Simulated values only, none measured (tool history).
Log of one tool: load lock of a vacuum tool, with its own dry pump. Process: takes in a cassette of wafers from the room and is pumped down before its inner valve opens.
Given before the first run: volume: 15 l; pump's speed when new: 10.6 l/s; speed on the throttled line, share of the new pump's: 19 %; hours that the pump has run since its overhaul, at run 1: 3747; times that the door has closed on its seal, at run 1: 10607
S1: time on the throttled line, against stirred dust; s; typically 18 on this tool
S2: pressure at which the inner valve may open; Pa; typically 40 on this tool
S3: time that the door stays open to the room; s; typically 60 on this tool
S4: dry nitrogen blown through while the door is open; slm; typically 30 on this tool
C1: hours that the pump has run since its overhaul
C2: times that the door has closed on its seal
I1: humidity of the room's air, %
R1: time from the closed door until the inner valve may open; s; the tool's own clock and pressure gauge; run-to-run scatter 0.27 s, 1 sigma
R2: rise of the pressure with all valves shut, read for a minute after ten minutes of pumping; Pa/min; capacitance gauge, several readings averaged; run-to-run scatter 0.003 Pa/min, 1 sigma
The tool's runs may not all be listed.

run,day,S1,S2,S3,S4,C1,C2,I1,R1,R2
1,0.000,18,40,60,30,3747,10607,46.8,26.1,0.216
2,9.192,18,40,60,30,3968,11656,43.1,26.6,0.222
3,19.804,18,40,60,30,4222,12868,45.3,26.6,0.243
4,27.946,18,40,44,30,4418,13797,47.0,26.0,0.273
5,39.358,18,40,60,30,4692,15100,44.1,26.3,0.292
6,44.958,18,65,60,30,4826,15740,44.7,25.5,0.306
7,56.675,18,40,60,30,5107,17077,44.8,26.2,0.338
8,63.525,18,40,60,30,5272,17860,44.9,25.9,0.355
9,76.033,18,40,60,30,5572,19287,45.8,26.1,0.396
10,84.421,18,40,70,30,5773,20245,45.3,26.3,0.429
11,96.067,18,40,155,30,6052,21575,45.1,26.5,0.473
12,109.121,18,40,60,30,6366,23065,42.8,26.6,0.511
13,122.129,18,40,60,30,6678,24551,44.1,26.3,0.553
14,127.788,18,40,60,30,6814,25197,46.9,26.4,0.574
15,133.342,18,40,60,4,6947,25831,44.0,26.0,0.636
16,143.133,18,40,60,4,7182,26949,45.5,26.7,0.665
17,149.854,18,40,39,30,7343,27716,42.9,26.3,0.651
# day 152.917: door's seal changed, seat wiped
18,158.104,18,40,39,30,7540,593,47.4,26.8,0.048
19,164.300,18,59,60,13,7689,1300,44.2,25.7,0.077
20,171.121,15,58,106,25,7852,2079,41.8,23.9,0.077
21,181.546,30,40,178,30,8103,3269,44.2,36.2,0.102
22,194.354,14,40,178,30,8410,4732,47.3,24.0,0.119
23,201.688,14,40,178,30,8586,5569,43.8,23.4,0.130
24,212.504,15,60,178,12,8845,6804,44.3,23.2,0.175
25,218.362,18,40,60,42,8986,7473,42.2,26.6,0.117
26,229.188,18,40,60,42,9246,8709,44.2,26.7,0.140
27,241.846,18,74,51,10,9550,10154,46.1,26.0,0.188
28,249.967,11,60,34,6,9745,11081,44.9,20.9,0.201
29,260.400,11,60,34,6,9995,12273,43.7,20.5,0.224
30,270.608,18,65,51,7,10240,13438,46.8,26.0,0.259
31,279.529,32,80,59,8,10454,14456,46.4,36.0,0.286
32,291.212,18,40,27,16,10735,15790,46.4,26.8,0.272
33,301.283,18,40,27,16,10976,16940,43.6,26.9,0.302
34,307.488,18,40,27,16,11125,17649,43.9,27.1,0.322
35,313.342,14,40,73,17,11266,18317,45.0,24.1,0.355
36,322.146,14,55,186,17,11477,19322,44.3,23.6,0.410

Hidden state or all else? Some run-to-run changes of R1, split into what the settings, what came in and random variation would give without the hidden state, and what is left for the hidden state (with any gauge scatter that isn't in both results):
The tool's hidden condition here consists of: pump's speed, % of a new pump's; leak at the door's seal, Pa l/s; drift of the gauge itself on ready_s, %; drift of the gauge itself on rise_pa_min, %.
Run 20 -> 21: S1 15 -> 30, S2 58 -> 40, S3 106 -> 178, S4 25 -> 30. R1 +12.3 s: hidden state -0.3, all else +12.6.
Run 21 -> 22: S1 30 -> 14. R1 -12.2 s: hidden state +0.5, all else -12.7.
Run 30 -> 31: S1 18 -> 32, S2 65 -> 80, S3 51 -> 59, S4 7 -> 8. R1 +10.0 s: hidden state -0.5, all else +10.5.
Run 31 -> 32: S1 32 -> 18, S2 80 -> 40, S3 59 -> 27, S4 8 -> 16. R1 -9.2 s: hidden state +0.7, all else -9.9.
